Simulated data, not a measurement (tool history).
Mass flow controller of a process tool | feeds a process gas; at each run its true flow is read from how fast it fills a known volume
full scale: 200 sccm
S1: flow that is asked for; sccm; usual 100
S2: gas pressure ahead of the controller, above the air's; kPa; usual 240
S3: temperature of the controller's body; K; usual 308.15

run 1 hour=0 | S1=100 S2=240 S3=308.15 | true_flow_(%)=99.78
run 2 hour=172.1 | S1=100 S2=240 S3=308.15 | true_flow_(%)=99.78
run 3 hour=422.8 | S1=100 S2=240 S3=308.15 | true_flow_(%)=99.76
run 4 hour=542.3 | S1=100 S2=240 S3=308.15 | true_flow_(%)=99.66
run 5 hour=654.4 | S1=100 S2=240 S3=308.15 | true_flow_(%)=99.49
run 6 hour=909 | S1=100 S2=240 S3=301.15 | true_flow_(%)=98.8
run 7 hour=1090.2 | S1=100 S2=240 S3=308.15 | true_flow_(%)=99.36
run 8 hour=1243.9 | S1=100 S2=240 S3=308.15 | true_flow_(%)=99.42
run 9 hour=1401.1 | S1=100 S2=240 S3=308.15 | true_flow_(%)=99.31
run 10 hour=1621.8 | S1=100 S2=240 S3=295.15 | true_flow_(%)=97.97
run 11 hour=1856.2 | S1=100 S2=240 S3=312.15 | true_flow_(%)=99.47
run 12 hour=2060.8 | S1=100 S2=240 S3=312.15 | true_flow_(%)=99.28
run 13 hour=2199.9 | S1=100 S2=240 S3=312.15 | true_flow_(%)=99.39
run 14 hour=2424.6 | S1=100 S2=240 S3=312.15 | true_flow_(%)=99.28
run 15 hour=2545.1 | S1=100 S2=240 S3=312.15 | true_flow_(%)=99.22
run 16 hour=2655.6 | S1=100 S2=240 S3=312.15 | true_flow_(%)=99.24
run 17 hour=2816.5 | S1=88 S2=240 S3=308.15 | true_flow_(%)=98.56
run 18 hour=3029.4 | S1=88 S2=240 S3=308.15 | true_flow_(%)=98.48
-- hour=3105.8 controller's zero set anew
run 19 hour=3226.9 | S1=100 S2=142 S3=308.15 | true_flow_(%)=97.69
run 20 hour=3434.1 | S1=100 S2=142 S3=308.15 | true_flow_(%)=97.69
run 21 hour=3555 | S1=100 S2=142 S3=308.15 | true_flow_(%)=97.68
run 22 hour=3799.7 | S1=100 S2=142 S3=309.15 | true_flow_(%)=97.63
run 23 hour=4033.5 | S1=100 S2=142 S3=309.15 | true_flow_(%)=97.65
run 24 hour=4197.7 | S1=100 S2=142 S3=309.15 | true_flow_(%)=97.68
run 25 hour=4348.1 | S1=130 S2=236 S3=308.15 | true_flow_(%)=98.74
run 26 hour=4580.2 | S1=130 S2=251 S3=308.15 | true_flow_(%)=98.44
run 27 hour=4758 | S1=168 S2=238 S3=304.15 | true_flow_(%)=98.46
run 28 hour=4978.1 | S1=100 S2=148 S3=294.15 | true_flow_(%)=95.73
run 29 hour=5085.8 | S1=102 S2=148 S3=307.15 | true_flow_(%)=96.91
run 30 hour=5193.6 | S1=72 S2=148 S3=299.15 | true_flow_(%)=95.76
run 31 hour=5453.8 | S1=122 S2=255 S3=308.15 | true_flow_(%)=98.01
run 32 hour=5612 | S1=122 S2=255 S3=308.15 | true_flow_(%)=98
-- hour=5688.5 gauge calibrated
run 33 hour=5778.2 | S1=122 S2=255 S3=308.15 | true_flow_(%)=100.11
run 34 hour=5911 | S1=122 S2=255 S3=308.15 | true_flow_(%)=100.25
run 35 hour=6042.8 | S1=32 S2=141 S3=303.15 | true_flow_(%)=97.51
run 36 hour=6157.8 | S1=32 S2=141 S3=303.15 | true_flow_(%)=97.29
run 37 hour=6332.1 | S1=100 S2=240 S3=307.15 | true_flow_(%)=99.43
run 38 hour=6473.4 | S1=108 S2=149 S3=297.15 | true_flow_(%)=97.73
run 39 hour=6685.3 | S1=39 S2=165 S3=297.15 | true_flow_(%)=96.8
run 40 hour=6921.9 | S1=100 S2=165 S3=312.15 | true_flow_(%)=99.13
run 41 hour=7096.3 | S1=57 S2=160 S3=308.15 | true_flow_(%)=98
run 42 hour=7276.9 | S1=57 S2=160 S3=308.15 | true_flow_(%)=97.98
run 43 hour=7511.6 | S1=64 S2=222 S3=308.15 | true_flow_(%)=98.46
run 44 hour=7759.3 | S1=100 S2=241 S3=308.15 | true_flow_(%)=98.94
run 45 hour=8001.9 | S1=112 S2=244 S3=295.15 | true_flow_(%)=97.8
run 46 hour=8254.5 | S1=45 S2=141 S3=300.15 | true_flow_(%)=96.5
run 47 hour=8399.2 | S1=169 S2=143 S3=303.15 | true_flow_(%)=98.61

Some steps in true flow (%) between neighbouring runs. How much of each would the tool show without its hidden state too (settings, what came in, random variation), and how much is left for the hidden state, with any gauge scatter that isn't in both results?
The hidden state here: flow at rest that the sensor doesn't see, % of full scale; true flow over the shown one, %; drift of the gauge itself on true_pct, %.
Run 27 -> 28: S1 168 -> 100, S2 238 -> 148, S3 304.15 -> 294.15. true flow (%) -2.73: hidden state -0.03, all else -2.7.
Run 30 -> 31: S1 72 -> 122, S2 148 -> 255, S3 299.15 -> 308.15. true flow (%) +2.25: hidden state -0.15, all else +2.4.
Run 32 -> 33: gauge calibrated. true flow (%) +2.11: hidden state +2.14, all else -0.03.
Run 34 -> 35: S1 122 -> 32, S2 255 -> 141, S3 308.15 -> 303.15. true flow (%) -2.74: hidden state -0.04, all else -2.7.
Run 39 -> 40: S1 39 -> 100, S3 297.15 -> 312.15. true flow (%) +2.33: hidden state -0.11, all else +2.44.
